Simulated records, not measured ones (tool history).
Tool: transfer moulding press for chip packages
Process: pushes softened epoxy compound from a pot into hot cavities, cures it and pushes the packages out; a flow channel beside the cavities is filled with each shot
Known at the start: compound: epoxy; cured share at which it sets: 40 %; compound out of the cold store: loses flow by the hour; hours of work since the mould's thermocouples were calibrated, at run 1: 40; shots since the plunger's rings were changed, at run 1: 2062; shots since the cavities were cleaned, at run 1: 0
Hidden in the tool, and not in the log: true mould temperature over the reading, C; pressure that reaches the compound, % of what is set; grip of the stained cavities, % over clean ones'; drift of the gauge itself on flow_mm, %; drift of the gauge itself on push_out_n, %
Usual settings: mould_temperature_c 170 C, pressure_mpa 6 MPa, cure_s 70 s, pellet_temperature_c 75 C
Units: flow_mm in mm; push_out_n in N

run	hour	mould_temperature_c	pressure_mpa	cure_s	pellet_temperature_c	hours of work since the mould's thermocouples were calibrated	shots since the plunger's rings were changed	shots since the cavities were cleaned	incoming compound's hours out of the cold store	flow_mm	push_out_n
1	0	170	6	70	75	40	2062	0	16.7	877	349
2	27.1	169	6	70	75	62	2613	551	43.4	808	499
3	55.5	169	6	70	75	84	3190	1128	27.1	831	566
# hour 58.5: cavities cleaned with cleaning compound and waxed
4	71.9	169	6	70	75	96	3494	272	36.7	796	444
5	90.9	170	6	70	75	111	3879	657	23	825	498
# hour 117.1: cavities cleaned with cleaning compound and waxed
6	120.8	170	5.45	70	75	134	4457	75	18	801	361
7	138.7	170	5.45	70	75	148	4822	440	25.5	778	451
8	159.1	170	5.45	85	75	165	5236	854	44	732	377
# hour 174.7: cavities cleaned with cleaning compound and waxed
9	186.2	176	6	53	76	185	5757	234	44.7	729	573
10	205.5	170	4.83	65	75	201	6149	626	24	725	602
# hour 210.2: plunger's sealing rings changed
11	232.8	170	4.83	65	75	220	458	1130	10.5	821	690

Forecast each of these 3 alternatives for the next run:
# hour 236.5: cavities cleaned with cleaning compound and waxed
A	261.9	170	6	51	75	243	1020	517	8.9	?	?
# hour 236.5: cavities cleaned with cleaning compound and waxed
B	261.9	170	5.96	64	69	243	1020	517	26.9	?	?
# hour 236.5: cavities cleaned with cleaning compound and waxed
C	261.9	170	4.83	91	75	243	1020	517	42.7	?	?

run	flow_mm	push_out_n
A	897	1155
B	852	625
C	730	345
Without the tool's hidden state the same runs would have given:
run	flow_mm	push_out_n
A	911	735
B	865	396
C	741	224

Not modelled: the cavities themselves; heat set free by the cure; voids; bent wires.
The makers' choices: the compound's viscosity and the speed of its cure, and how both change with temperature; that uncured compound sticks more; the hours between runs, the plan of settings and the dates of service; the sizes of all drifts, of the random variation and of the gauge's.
